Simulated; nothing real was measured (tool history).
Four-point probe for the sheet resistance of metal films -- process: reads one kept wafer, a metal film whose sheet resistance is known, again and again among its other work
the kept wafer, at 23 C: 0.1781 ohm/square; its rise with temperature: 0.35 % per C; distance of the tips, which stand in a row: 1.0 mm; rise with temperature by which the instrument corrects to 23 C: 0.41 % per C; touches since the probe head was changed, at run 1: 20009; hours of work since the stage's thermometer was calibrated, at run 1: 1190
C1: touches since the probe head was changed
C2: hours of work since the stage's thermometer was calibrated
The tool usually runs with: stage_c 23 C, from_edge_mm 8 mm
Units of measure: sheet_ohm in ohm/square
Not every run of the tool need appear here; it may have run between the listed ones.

{"run": 1, "hour": 0.0, "stage_c": 23, "from_edge_mm": 8, "C1": 20009, "C2": 1190, "sheet_ohm": 0.179604}
{"run": 2, "hour": 8.8, "stage_c": 23, "from_edge_mm": 8, "C1": 20409, "C2": 1196, "sheet_ohm": 0.179604}
{"run": 3, "hour": 17.2, "stage_c": 23, "from_edge_mm": 8, "C1": 20788, "C2": 1202, "sheet_ohm": 0.179716}
{"run": 4, "hour": 35.6, "stage_c": 23, "from_edge_mm": 4, "C1": 21625, "C2": 1214, "sheet_ohm": 0.183855}
{"run": 5, "hour": 48.8, "stage_c": 23, "from_edge_mm": 5, "C1": 22220, "C2": 1224, "sheet_ohm": 0.181866}
{"run": 6, "hour": 63.1, "stage_c": 23, "from_edge_mm": 5, "C1": 22871, "C2": 1234, "sheet_ohm": 0.181895}
{"run": 7, "hour": 74.9, "stage_c": 23, "from_edge_mm": 5, "C1": 23407, "C2": 1242, "sheet_ohm": 0.18185}
{"run": 8, "hour": 85.4, "stage_c": 23, "from_edge_mm": 5, "C1": 23880, "C2": 1249, "sheet_ohm": 0.181891}
{"run": 9, "hour": 101.7, "stage_c": 23, "from_edge_mm": 3, "C1": 24621, "C2": 1261, "sheet_ohm": 0.188082}
{"run": 10, "hour": 118.5, "stage_c": 30, "from_edge_mm": 3, "C1": 25383, "C2": 1273, "sheet_ohm": 0.187361}
{"run": 11, "hour": 128.1, "stage_c": 30, "from_edge_mm": 3, "C1": 25817, "C2": 1279, "sheet_ohm": 0.18737}
{"run": 12, "hour": 141.1, "stage_c": 30, "from_edge_mm": 3, "C1": 26409, "C2": 1288, "sheet_ohm": 0.187379}
{"run": 13, "hour": 149.8, "stage_c": 26, "from_edge_mm": 8, "C1": 26802, "C2": 1294, "sheet_ohm": 0.17928}
{"run": 14, "hour": 166.4, "stage_c": 26, "from_edge_mm": 5, "C1": 27556, "C2": 1306, "sheet_ohm": 0.181583}
{"run": 15, "hour": 180.7, "stage_c": 26, "from_edge_mm": 5, "C1": 28203, "C2": 1316, "sheet_ohm": 0.181529}
{"run": 16, "hour": 194.5, "stage_c": 24, "from_edge_mm": 5, "C1": 28828, "C2": 1326, "sheet_ohm": 0.181685}
{"hour": 200.2, "done": "stage's thermometer calibrated"}
{"run": 17, "hour": 212.7, "stage_c": 23, "from_edge_mm": 27, "C1": 29631, "C2": 9, "sheet_ohm": 0.178231}
{"run": 18, "hour": 232.1, "stage_c": 25, "from_edge_mm": 15, "C1": 30511, "C2": 22, "sheet_ohm": 0.178335}
{"run": 19, "hour": 248.0, "stage_c": 18, "from_edge_mm": 15, "C1": 31233, "C2": 33, "sheet_ohm": 0.179075}
{"run": 20, "hour": 262.1, "stage_c": 18, "from_edge_mm": 15, "C1": 31875, "C2": 43, "sheet_ohm": 0.179065}
{"run": 21, "hour": 272.4, "stage_c": 34, "from_edge_mm": 5, "C1": 32338, "C2": 51, "sheet_ohm": 0.180667}
{"run": 22, "hour": 291.0, "stage_c": 34, "from_edge_mm": 5, "C1": 33185, "C2": 64, "sheet_ohm": 0.180734}
{"run": 23, "hour": 307.1, "stage_c": 34, "from_edge_mm": 5, "C1": 33914, "C2": 75, "sheet_ohm": 0.180694}
{"run": 24, "hour": 323.6, "stage_c": 23, "from_edge_mm": 72, "C1": 34663, "C2": 86, "sheet_ohm": 0.178133}
{"run": 25, "hour": 334.8, "stage_c": 29, "from_edge_mm": 5, "C1": 35170, "C2": 94, "sheet_ohm": 0.18127}

Below are 5 alternative next runs, each starting from the tool's condition after run 25. Predict each:
{"run": "A", "hour": 349.2, "stage_c": 21, "from_edge_mm": 5, "C1": 35822, "C2": 104, "sheet_ohm": "?"}
{"run": "B", "hour": 349.2, "stage_c": 27, "from_edge_mm": 3, "C1": 35822, "C2": 104, "sheet_ohm": "?"}
{"run": "C", "hour": 349.2, "stage_c": 35, "from_edge_mm": 60, "C1": 35822, "C2": 104, "sheet_ohm": "?"}
{"run": "D", "hour": 349.2, "stage_c": 23, "from_edge_mm": 24, "C1": 35822, "C2": 104, "sheet_ohm": "?"}
{"run": "E", "hour": 349.2, "stage_c": 24, "from_edge_mm": 20, "C1": 35822, "C2": 104, "sheet_ohm": "?"}

run=A sheet_ohm=0.182086
run=B sheet_ohm=0.187702
run=C sheet_ohm=0.176939
run=D sheet_ohm=0.178232
run=E sheet_ohm=0.178237
The same runs, with their run-to-run variation unchanged, on a tool lacking any hidden condition would have given:
run=A sheet_ohm=0.182077
run=B sheet_ohm=0.187693
run=C sheet_ohm=0.176931
run=D sheet_ohm=0.178223
run=E sheet_ohm=0.178228
